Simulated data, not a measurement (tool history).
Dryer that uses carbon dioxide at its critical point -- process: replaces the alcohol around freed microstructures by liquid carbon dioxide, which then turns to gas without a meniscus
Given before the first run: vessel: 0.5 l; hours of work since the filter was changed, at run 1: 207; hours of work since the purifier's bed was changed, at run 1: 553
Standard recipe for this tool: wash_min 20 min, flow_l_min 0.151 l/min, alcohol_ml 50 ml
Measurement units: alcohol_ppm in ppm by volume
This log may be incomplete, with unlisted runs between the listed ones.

run   hour  wash_min  flow_l_min  alcohol_ml  hours of work since the filter was changed  hours of work since the purifier's bed was changed  alcohol_ppm
  1    0.0        20       0.151          50                                         207                                                 553         1248
  2   26.9        30       0.151          50                                         224                                                 571          238
  3   55.8        30       0.151          50                                         243                                                 590          258
  4   78.7        30       0.151          50                                         259                                                 605          257
      88.0  -- inlet filter changed
  5  105.3        30       0.151          50                                          11                                                 622          203
  6  121.0        24       0.151          50                                          22                                                 633          446
  7  139.2        25       0.184         112                                          34                                                 645          293
  8  161.7        25       0.184         112                                          49                                                 659          302
  9  175.2        14       0.184          32                                          58                                                 668         1307
 10  193.3        14       0.184          32                                          70                                                 680         1297

5 options for the next run, each taken on its own from the tool as it stands now. Forecast them:
  A  218.9        20       0.115          50                                          86                                                 697            ?
  B  218.9        14       0.157          32                                          86                                                 697            ?
  C  218.9        20       0.111          52                                          86                                                 697            ?
  D  218.9        13       0.240          50                                          86                                                 697            ?
  E  218.9        14       0.184          67                                          86                                                 697            ?

run  alcohol_ppm
  A         2825
  B         2223
  C         3285
  D         1033
  E         2702
Had the tool no hidden state, the same runs would have come out as:
run  alcohol_ppm
  A         2404
  B         1879
  C         2826
  D          773
  E         2267
